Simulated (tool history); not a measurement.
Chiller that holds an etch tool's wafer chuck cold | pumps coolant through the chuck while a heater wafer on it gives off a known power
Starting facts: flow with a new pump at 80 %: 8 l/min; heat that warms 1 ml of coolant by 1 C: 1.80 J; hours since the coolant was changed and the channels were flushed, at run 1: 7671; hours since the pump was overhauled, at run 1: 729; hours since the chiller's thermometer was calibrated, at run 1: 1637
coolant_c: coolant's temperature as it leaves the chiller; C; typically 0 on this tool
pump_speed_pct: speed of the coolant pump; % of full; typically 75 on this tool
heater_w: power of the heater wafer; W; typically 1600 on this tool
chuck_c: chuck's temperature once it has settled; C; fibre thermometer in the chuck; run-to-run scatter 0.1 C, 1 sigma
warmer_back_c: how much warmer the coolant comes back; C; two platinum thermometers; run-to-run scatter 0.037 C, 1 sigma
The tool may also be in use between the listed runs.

| run | hour | coolant_c | pump_speed_pct | heater_w | hours since the coolant was changed and the channels were flushed | hours since the pump was overhauled | hours since the chiller's thermometer was calibrated | chuck_c | warmer_back_c |
|---|---|---|---|---|---|---|---|---|---|
| 1 | 0 | 0 | 75 | 1600 | 7671 | 729 | 1637 | 16.7 | 7.22 |
| 2 | 26.7 | 0 | 75 | 1600 | 7698 | 756 | 1663 | 16.4 | 7.14 |
| 3 | 68.2 | 0 | 75 | 1600 | 7739 | 798 | 1705 | 16.6 | 7.17 |
| 4 | 102.5 | 0 | 75 | 1600 | 7774 | 832 | 1739 | 16.6 | 7.19 |
| 5 | 123.8 | 0 | 75 | 1600 | 7795 | 853 | 1760 | 16.5 | 7.22 |
| 6 | 141.4 | 0 | 75 | 1600 | 7813 | 871 | 1778 | 16.4 | 7.12 |
| 7 | 165.6 | 0 | 68 | 1600 | 7837 | 895 | 1802 | 17.8 | 7.87 |
| 8 | 186.1 | 0 | 75 | 1600 | 7857 | 915 | 1823 | 16.6 | 7.17 |
| 9 | 212.9 | 0 | 75 | 1600 | 7884 | 942 | 1850 | 16.7 | 7.16 |
| 10 | 245 | 0 | 75 | 1600 | 7916 | 974 | 1882 | 16.6 | 7.19 |
| 11 | 271.2 | 0 | 75 | 1600 | 7942 | 1001 | 1908 | 16.2 | 7.16 |
| 12 | 311 | 0 | 75 | 1600 | 7982 | 1040 | 1948 | 16.6 | 7.12 |
| 13 | 329.6 | 0 | 85 | 1600 | 8001 | 1059 | 1966 | 14.9 | 6.31 |
| 14 | 367.2 | -7 | 61 | 1980 | 8038 | 1097 | 2004 | 17 | 11.02 |
| 15 | 396.3 | 2 | 66 | 1300 | 8068 | 1126 | 2033 | 16.9 | 6.58 |
| 16 | 429.3 | 2 | 66 | 1300 | 8101 | 1159 | 2066 | 16.6 | 6.68 |
|  | 432.6 | chiller's thermometer calibrated |
| 17 | 447.4 | 2 | 85 | 1231 | 8118 | 1176 | 15 | 13.6 | 4.79 |
| 18 | 477.6 | 2 | 77 | 1568 | 8148 | 1206 | 45 | 18 | 6.85 |
| 19 | 515.1 | 0 | 90 | 1323 | 8185 | 1243 | 82 | 12 | 4.82 |
| 20 | 537.5 | 7 | 70 | 1323 | 8208 | 1266 | 105 | 21.4 | 6.33 |
| 21 | 561.6 | 1 | 75 | 1568 | 8232 | 1290 | 129 | 17 | 7.04 |
| 22 | 603.1 | 10 | 75 | 1796 | 8273 | 1332 | 170 | 28.5 | 8.03 |
| 23 | 639.4 | 10 | 75 | 1796 | 8310 | 1368 | 207 | 28.6 | 8.01 |

Predict each of these 5 candidate next runs independently; none follows another, all start after run 23:
| A | 677.7 | 10 | 98 | 981 | 8348 | 1406 | 245 | ? | ? |
| B | 677.7 | 4 | 75 | 1796 | 8348 | 1406 | 245 | ? | ? |
| C | 677.7 | -10 | 92 | 1772 | 8348 | 1406 | 245 | ? | ? |
| D | 677.7 | 3 | 85 | 2117 | 8348 | 1406 | 245 | ? | ? |
| E | 677.7 | 0 | 75 | 995 | 8348 | 1406 | 245 | ? | ? |

| run | chuck_c | warmer_back_c |
|---|---|---|
| A | 18.5 | 3.31 |
| B | 22.8 | 8.02 |
| C | 5.8 | 6.39 |
| D | 23.2 | 8.34 |
| E | 10.6 | 4.47 |
The same runs, with their run-to-run variation unchanged, on a tool lacking any hidden condition would have given:
| run | chuck_c | warmer_back_c |
|---|---|---|
| A | 18.5 | 3.31 |
| B | 22.8 | 8.02 |
| C | 5.8 | 6.39 |
| D | 23.2 | 8.33 |
| E | 10.6 | 4.47 |
